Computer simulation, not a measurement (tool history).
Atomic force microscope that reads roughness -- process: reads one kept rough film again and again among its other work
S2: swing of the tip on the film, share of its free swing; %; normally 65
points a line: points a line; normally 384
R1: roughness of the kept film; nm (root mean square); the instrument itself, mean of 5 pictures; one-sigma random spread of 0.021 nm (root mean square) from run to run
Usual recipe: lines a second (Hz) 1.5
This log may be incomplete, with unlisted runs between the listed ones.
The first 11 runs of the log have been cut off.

At hour 543.1: new tip fitted.
Run 12, hour 564.7: usual settings but S2 62 %. Result: R1 5.109 nm (root mean square).
Run 13, hour 631.7: usual settings but S2 62 %. Result: R1 4.907 nm (root mean square).
Run 14, hour 665.7: usual settings but S2 62 %. Result: R1 4.794 nm (root mean square).
Run 15, hour 707.3: usual settings. Result: R1 4.617 nm (root mean square).
At hour 744.5: new tip fitted.
Run 16, hour 774.2: usual settings but lines a second (Hz) 3.67. Result: R1 4.765 nm (root mean square).
Run 17, hour 841.3: usual settings but lines a second (Hz) 0.65, points a line 578. Result: R1 4.958 nm (root mean square).
Run 18, hour 904.6: usual settings but lines a second (Hz) 0.52, S2 72 %, points a line 325. Result: R1 4.76 nm (root mean square).
At hour 908.8: height scale calibrated on a step standard.
At hour 944.9: new tip fitted.
Run 19, hour 969.6: usual settings but lines a second (Hz) 1.53, points a line 648. Result: R1 5.113 nm (root mean square).
Run 20, hour 1043.4: usual settings but lines a second (Hz) 0.89, points a line 847. Result: R1 4.977 nm (root mean square).
At hour 1092.7: height scale calibrated on a step standard, once more.
Run 21, hour 1106.1: usual settings but lines a second (Hz) 1.28, S2 85 %, points a line 819. Result: R1 4.362 nm (root mean square).
At hour 1147.3: new tip fitted.
Run 22, hour 1163.3: usual settings but lines a second (Hz) 1.28, S2 85 %, points a line 829. Result: R1 4.717 nm (root mean square).
Run 23, hour 1229.4: usual settings but lines a second (Hz) 1.28, S2 85 %, points a line 829. Result: R1 4.562 nm (root mean square).
Run 24, hour 1276.1: usual settings but lines a second (Hz) 1.28, S2 85 %, points a line 829. Result: R1 4.431 nm (root mean square).
Run 25, hour 1340.6: usual settings but lines a second (Hz) 1.28, S2 77 %, points a line 927. Result: R1 4.388 nm (root mean square).
At hour 1347.1: new tip fitted.
Run 26, hour 1406: usual settings but lines a second (Hz) 0.83, S2 57 %, points a line 558. Result: R1 5.09 nm (root mean square).
Run 27, hour 1463: usual settings but lines a second (Hz) 0.83, S2 57 %, points a line 558. Result: R1 4.88 nm (root mean square).
Run 28, hour 1517.2: usual settings but lines a second (Hz) 2.16, S2 55 %. Result: R1 4.635 nm (root mean square).
At hour 1547.9: new tip fitted.
Run 29, hour 1547.9: usual settings but lines a second (Hz) 1.89, S2 61 %, points a line 509. Result: R1 5.155 nm (root mean square).
Run 30, hour 1590.4: usual settings but lines a second (Hz) 1.89, S2 61 %, points a line 509. Result: R1 4.978 nm (root mean square).
Run 31, hour 1651.8: usual settings but lines a second (Hz) 0.75, S2 69 %, points a line 665. Result: R1 4.853 nm (root mean square).
Run 32, hour 1718.7: usual settings but lines a second (Hz) 2.15, S2 84 %, points a line 311. Result: R1 4.029 nm (root mean square).

Forecast each of these 3 alternatives for the next run:
At hour 1749.4: new tip fitted.
Run A, hour 1761.1: usual settings but lines a second (Hz) 1.69, S2 84 %, points a line 420. Result: R1 ?.
At hour 1749.4: new tip fitted.
Run B, hour 1761.1: usual settings but lines a second (Hz) 0.52, S2 74 %, points a line 796. Result: R1 ?.
At hour 1749.4: new tip fitted.
Run C, hour 1761.1: usual settings but lines a second (Hz) 0.68, S2 75 %, points a line 839. Result: R1 ?.

run     R1
  A  4.632
  B  5.178
  C  5.143
Without the tool's unlogged condition, the same runs would have read:
run     R1
  A  4.648
  B  5.195
  C   5.16
